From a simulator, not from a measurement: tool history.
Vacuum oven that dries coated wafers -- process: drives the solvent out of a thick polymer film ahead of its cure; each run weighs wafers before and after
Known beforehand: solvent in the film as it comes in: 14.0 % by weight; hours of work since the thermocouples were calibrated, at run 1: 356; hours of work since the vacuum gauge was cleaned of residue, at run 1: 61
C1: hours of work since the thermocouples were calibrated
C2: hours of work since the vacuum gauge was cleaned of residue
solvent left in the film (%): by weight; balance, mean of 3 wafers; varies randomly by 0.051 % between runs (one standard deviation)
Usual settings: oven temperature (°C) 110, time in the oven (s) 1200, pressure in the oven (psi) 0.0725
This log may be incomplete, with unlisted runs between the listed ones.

{"run": 1, "day": 0.0, "oven temperature (°C)": 110, "time in the oven (s)": 1200, "pressure in the oven (psi)": 0.0725, "C1": 356, "C2": 61, "solvent left in the film (%)": 0.93}
{"run": 2, "day": 0.675, "oven temperature (°C)": 110, "time in the oven (s)": 1200, "pressure in the oven (psi)": 0.0725, "C1": 364, "C2": 69, "solvent left in the film (%)": 0.8}
{"run": 3, "day": 1.125, "oven temperature (°C)": 110, "time in the oven (s)": 1200, "pressure in the oven (psi)": 0.0725, "C1": 368, "C2": 74, "solvent left in the film (%)": 0.89}
{"run": 4, "day": 1.875, "oven temperature (°C)": 110, "time in the oven (s)": 1200, "pressure in the oven (psi)": 0.0725, "C1": 377, "C2": 82, "solvent left in the film (%)": 0.88}
{"run": 5, "day": 2.629, "oven temperature (°C)": 110, "time in the oven (s)": 1200, "pressure in the oven (psi)": 0.0725, "C1": 385, "C2": 90, "solvent left in the film (%)": 0.82}
{"run": 6, "day": 3.025, "oven temperature (°C)": 120, "time in the oven (s)": 1200, "pressure in the oven (psi)": 0.0725, "C1": 389, "C2": 95, "solvent left in the film (%)": 0.49}
{"run": 7, "day": 3.9, "oven temperature (°C)": 109, "time in the oven (s)": 1200, "pressure in the oven (psi)": 0.0725, "C1": 399, "C2": 104, "solvent left in the film (%)": 0.94}
{"run": 8, "day": 4.708, "oven temperature (°C)": 109, "time in the oven (s)": 1200, "pressure in the oven (psi)": 0.0725, "C1": 408, "C2": 113, "solvent left in the film (%)": 1.01}
{"run": 9, "day": 5.479, "oven temperature (°C)": 109, "time in the oven (s)": 1200, "pressure in the oven (psi)": 0.0725, "C1": 416, "C2": 122, "solvent left in the film (%)": 0.98}
{"run": 10, "day": 6.233, "oven temperature (°C)": 109, "time in the oven (s)": 1200, "pressure in the oven (psi)": 0.0725, "C1": 425, "C2": 130, "solvent left in the film (%)": 0.99}
{"run": 11, "day": 6.954, "oven temperature (°C)": 110, "time in the oven (s)": 1200, "pressure in the oven (psi)": 0.0725, "C1": 433, "C2": 138, "solvent left in the film (%)": 0.89}
{"run": 12, "day": 7.85, "oven temperature (°C)": 110, "time in the oven (s)": 1200, "pressure in the oven (psi)": 0.0725, "C1": 442, "C2": 148, "solvent left in the film (%)": 0.92}
{"run": 13, "day": 8.354, "oven temperature (°C)": 110, "time in the oven (s)": 1200, "pressure in the oven (psi)": 0.0725, "C1": 448, "C2": 153, "solvent left in the film (%)": 0.95}
{"run": 14, "day": 8.792, "oven temperature (°C)": 110, "time in the oven (s)": 1200, "pressure in the oven (psi)": 0.0725, "C1": 453, "C2": 158, "solvent left in the film (%)": 0.92}
{"run": 15, "day": 9.271, "oven temperature (°C)": 110, "time in the oven (s)": 1200, "pressure in the oven (psi)": 0.0725, "C1": 458, "C2": 163, "solvent left in the film (%)": 0.91}
{"run": 16, "day": 9.708, "oven temperature (°C)": 110, "time in the oven (s)": 1200, "pressure in the oven (psi)": 0.0725, "C1": 463, "C2": 168, "solvent left in the film (%)": 0.91}
{"run": 17, "day": 10.238, "oven temperature (°C)": 110, "time in the oven (s)": 1200, "pressure in the oven (psi)": 0.0725, "C1": 469, "C2": 174, "solvent left in the film (%)": 0.99}
{"run": 18, "day": 11.138, "oven temperature (°C)": 110, "time in the oven (s)": 1200, "pressure in the oven (psi)": 0.0725, "C1": 479, "C2": 184, "solvent left in the film (%)": 1.02}
{"run": 19, "day": 11.867, "oven temperature (°C)": 110, "time in the oven (s)": 1200, "pressure in the oven (psi)": 0.0725, "C1": 486, "C2": 192, "solvent left in the film (%)": 0.9}
{"run": 20, "day": 12.229, "oven temperature (°C)": 110, "time in the oven (s)": 1200, "pressure in the oven (psi)": 0.0725, "C1": 490, "C2": 196, "solvent left in the film (%)": 0.94}
{"run": 21, "day": 12.9, "oven temperature (°C)": 110, "time in the oven (s)": 1200, "pressure in the oven (psi)": 0.0725, "C1": 498, "C2": 203, "solvent left in the film (%)": 1.05}
{"run": 22, "day": 13.683, "oven temperature (°C)": 110, "time in the oven (s)": 1200, "pressure in the oven (psi)": 0.0725, "C1": 506, "C2": 212, "solvent left in the film (%)": 1.01}
{"run": 23, "day": 14.483, "oven temperature (°C)": 96, "time in the oven (s)": 900, "pressure in the oven (psi)": 0.0725, "C1": 515, "C2": 221, "solvent left in the film (%)": 3.86}
{"run": 24, "day": 14.879, "oven temperature (°C)": 97, "time in the oven (s)": 900, "pressure in the oven (psi)": 0.0725, "C1": 520, "C2": 225, "solvent left in the film (%)": 3.59}
{"run": 25, "day": 15.508, "oven temperature (°C)": 97, "time in the oven (s)": 900, "pressure in the oven (psi)": 0.0725, "C1": 527, "C2": 232, "solvent left in the film (%)": 3.55}
{"run": 26, "day": 15.896, "oven temperature (°C)": 119, "time in the oven (s)": 600, "pressure in the oven (psi)": 0.0379, "C1": 531, "C2": 236, "solvent left in the film (%)": 1.1}
{"run": 27, "day": 16.8, "oven temperature (°C)": 106, "time in the oven (s)": 2040, "pressure in the oven (psi)": 0.0379, "C1": 541, "C2": 246, "solvent left in the film (%)": 0.46}
{"run": 28, "day": 17.325, "oven temperature (°C)": 120, "time in the oven (s)": 1740, "pressure in the oven (psi)": 0.1845, "C1": 546, "C2": 252, "solvent left in the film (%)": 1.03}
{"run": 29, "day": 17.858, "oven temperature (°C)": 120, "time in the oven (s)": 1740, "pressure in the oven (psi)": 0.1845, "C1": 552, "C2": 258, "solvent left in the film (%)": 1.07}
{"run": 30, "day": 18.675, "oven temperature (°C)": 120, "time in the oven (s)": 1740, "pressure in the oven (psi)": 0.1845, "C1": 561, "C2": 267, "solvent left in the film (%)": 0.93}
{"run": 31, "day": 19.525, "oven temperature (°C)": 120, "time in the oven (s)": 1740, "pressure in the oven (psi)": 0.1845, "C1": 571, "C2": 276, "solvent left in the film (%)": 0.93}
{"run": 32, "day": 20.058, "oven temperature (°C)": 120, "time in the oven (s)": 1740, "pressure in the oven (psi)": 0.1845, "C1": 577, "C2": 282, "solvent left in the film (%)": 0.94}
{"run": 33, "day": 20.867, "oven temperature (°C)": 106, "time in the oven (s)": 1860, "pressure in the oven (psi)": 0.2264, "C1": 585, "C2": 291, "solvent left in the film (%)": 1.97}
{"run": 34, "day": 21.267, "oven temperature (°C)": 124, "time in the oven (s)": 1320, "pressure in the oven (psi)": 0.0725, "C1": 590, "C2": 295, "solvent left in the film (%)": 0.42}
{"run": 35, "day": 21.933, "oven temperature (°C)": 121, "time in the oven (s)": 2100, "pressure in the oven (psi)": 0.1471, "C1": 597, "C2": 302, "solvent left in the film (%)": 0.66}
{"run": 36, "day": 22.575, "oven temperature (°C)": 119, "time in the oven (s)": 900, "pressure in the oven (psi)": 0.1471, "C1": 604, "C2": 309, "solvent left in the film (%)": 0.98}
{"run": 37, "day": 23.196, "oven temperature (°C)": 119, "time in the oven (s)": 900, "pressure in the oven (psi)": 0.1471, "C1": 611, "C2": 316, "solvent left in the film (%)": 1.11}
{"run": 38, "day": 23.838, "oven temperature (°C)": 119, "time in the oven (s)": 1380, "pressure in the oven (psi)": 0.0437, "C1": 618, "C2": 323, "solvent left in the film (%)": 0.37}
{"run": 39, "day": 24.633, "oven temperature (°C)": 119, "time in the oven (s)": 1380, "pressure in the oven (psi)": 0.0437, "C1": 627, "C2": 332, "solvent left in the film (%)": 0.3}

Alternative continuations, all from the tool just after run 39; predict every row:
{"run": "A", "day": 25.221, "oven temperature (°C)": 122, "time in the oven (s)": 1380, "pressure in the oven (psi)": 0.1173, "C1": 633, "C2": 339, "solvent left in the film (%)": "?"}
{"run": "B", "day": 25.221, "oven temperature (°C)": 119, "time in the oven (s)": 1740, "pressure in the oven (psi)": 0.0437, "C1": 633, "C2": 339, "solvent left in the film (%)": "?"}
{"run": "C", "day": 25.221, "oven temperature (°C)": 97, "time in the oven (s)": 960, "pressure in the oven (psi)": 0.1115, "C1": 633, "C2": 339, "solvent left in the film (%)": "?"}
{"run": "D", "day": 25.221, "oven temperature (°C)": 97, "time in the oven (s)": 1200, "pressure in the oven (psi)": 0.0901, "C1": 633, "C2": 339, "solvent left in the film (%)": "?"}

run=A solvent_left_in_the_film_(%)=0.75
run=B solvent_left_in_the_film_(%)=0.36
run=C solvent_left_in_the_film_(%)=3.76
run=D solvent_left_in_the_film_(%)=2.84
Take away the tool's hidden state, keep each run's random variation, and the runs would have read:
run=A solvent_left_in_the_film_(%)=0.64
run=B solvent_left_in_the_film_(%)=0.25
run=C solvent_left_in_the_film_(%)=3.44
run=D solvent_left_in_the_film_(%)=2.53
